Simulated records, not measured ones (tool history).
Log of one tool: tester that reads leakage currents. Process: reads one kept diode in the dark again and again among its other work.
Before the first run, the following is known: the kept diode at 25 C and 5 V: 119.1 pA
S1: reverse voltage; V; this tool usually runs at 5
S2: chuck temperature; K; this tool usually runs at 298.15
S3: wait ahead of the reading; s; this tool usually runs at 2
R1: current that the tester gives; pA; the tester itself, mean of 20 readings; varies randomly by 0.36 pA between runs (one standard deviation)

Run 1, hour 0: usual settings. Result: R1 119.33 pA.
Run 2, hour 27.2: usual settings. Result: R1 120.46 pA.
At hour 49.4: chuck's temperature calibrated.
Run 3, hour 52.7: usual settings. Result: R1 119.27 pA.
Run 4, hour 98.6: usual settings. Result: R1 119.42 pA.
Run 5, hour 132.5: usual settings. Result: R1 119.69 pA.
Run 6, hour 161.4: usual settings. Result: R1 120.09 pA.
Run 7, hour 186.5: usual settings but S3 4.78 s. Result: R1 118.88 pA.
Run 8, hour 223.5: usual settings but S2 325.15 K. Result: R1 1225.88 pA.
Run 9, hour 261: usual settings but S3 0.8 s. Result: R1 120.97 pA.
Run 10, hour 290.4: usual settings but S2 295.15 K. Result: R1 90.05 pA.
Run 11, hour 316.9: usual settings but S2 295.15 K, S3 0.55 s. Result: R1 91.78 pA.
Run 12, hour 343.7: usual settings but S3 0.4 s. Result: R1 122.21 pA.
Run 13, hour 380.9: usual settings but S3 0.4 s. Result: R1 122.07 pA.
Run 14, hour 401.8: usual settings but S3 0.4 s. Result: R1 123.48 pA.
Run 15, hour 442.2: usual settings but S3 0.4 s. Result: R1 123.36 pA.
Run 16, hour 471.5: usual settings but S3 0.4 s. Result: R1 122.87 pA.
Run 17, hour 517.3: usual settings but S2 302.15 K. Result: R1 173.41 pA.
Run 18, hour 553.9: usual settings but S1 1.94 V. Result: R1 84.89 pA.
Run 19, hour 590.6: usual settings but S1 1.94 V. Result: R1 85.37 pA.
Run 20, hour 629.8: usual settings but S2 305.15 K. Result: R1 227.73 pA.
Run 21, hour 668.2: usual settings but S1 4.84 V, S2 323.15 K, S3 1.05 s. Result: R1 1037.85 pA.
Run 22, hour 692.8: usual settings but S1 4.84 V, S2 304.15 K, S3 0.3 s. Result: R1 208.47 pA.
Run 23, hour 729.4: usual settings but S1 4.84 V, S2 304.15 K, S3 0.3 s. Result: R1 209.22 pA.
Run 24, hour 751.5: usual settings but S1 1.06 V, S2 302.15 K, S3 0.78 s. Result: R1 99.09 pA.
Run 25, hour 774.6: usual settings but S2 295.15 K, S3 9.23 s. Result: R1 89.63 pA.
Run 26, hour 804.3: usual settings but S1 3.54 V, S2 316.15 K. Result: R1 520.72 pA.
Run 27, hour 837: usual settings but S1 3.54 V, S2 316.15 K. Result: R1 520.09 pA.
Run 28, hour 881.4: usual settings but S1 3.54 V, S2 316.15 K. Result: R1 521.34 pA.
Run 29, hour 925.7: usual settings but S1 3.54 V, S2 316.15 K. Result: R1 520.9 pA.
Run 30, hour 953.6: usual settings but S1 3.54 V, S2 321.15 K. Result: R1 788.1 pA.
Run 31, hour 988.4: usual settings but S1 2.34 V, S3 1.73 s. Result: R1 91.31 pA.
Run 32, hour 1025.5: usual settings but S1 5.51 V, S2 319.15 K. Result: R1 783.19 pA.
Run 33, hour 1060.7: usual settings but S1 5.51 V, S2 319.15 K. Result: R1 787.91 pA.
Run 34, hour 1106.3: usual settings but S1 15.82 V, S3 0.56 s. Result: R1 189.38 pA.
Run 35, hour 1128.5: usual settings but S1 6.36 V, S3 0.5 s. Result: R1 133.33 pA.
Run 36, hour 1158.9: usual settings but S1 15.24 V, S3 2.33 s. Result: R1 179.78 pA.
Run 37, hour 1191: usual settings but S1 15.24 V, S3 2.33 s. Result: R1 179.97 pA.
Run 38, hour 1221.1: usual settings but S1 8.69 V, S2 299.15 K, S3 2.19 s. Result: R1 160.31 pA.
Run 39, hour 1246.4: usual settings but S1 8.69 V, S2 299.15 K, S3 2.19 s. Result: R1 161.84 pA.
Run 40, hour 1278.3: usual settings but S1 4.68 V, S2 299.15 K, S3 5 s. Result: R1 128.27 pA.

Each row is a separate what-if for the run after 40, all from the same tool condition, not one after another. Results?
Run A, hour 1299.6: usual settings but S1 6.7 V. Result: R1 ?.
Run B, hour 1299.6: usual settings but S3 8.79 s. Result: R1 ?.
Run C, hour 1299.6: usual settings but S1 2.56 V, S2 310.15 K, S3 0.67 s. Result: R1 ?.

run      R1
  A  133.88
  B  120.32
  C  278.55
With no hidden state in the tool, these same runs would have given:
run      R1
  A  133.72
  B  120.17
  C  278.25

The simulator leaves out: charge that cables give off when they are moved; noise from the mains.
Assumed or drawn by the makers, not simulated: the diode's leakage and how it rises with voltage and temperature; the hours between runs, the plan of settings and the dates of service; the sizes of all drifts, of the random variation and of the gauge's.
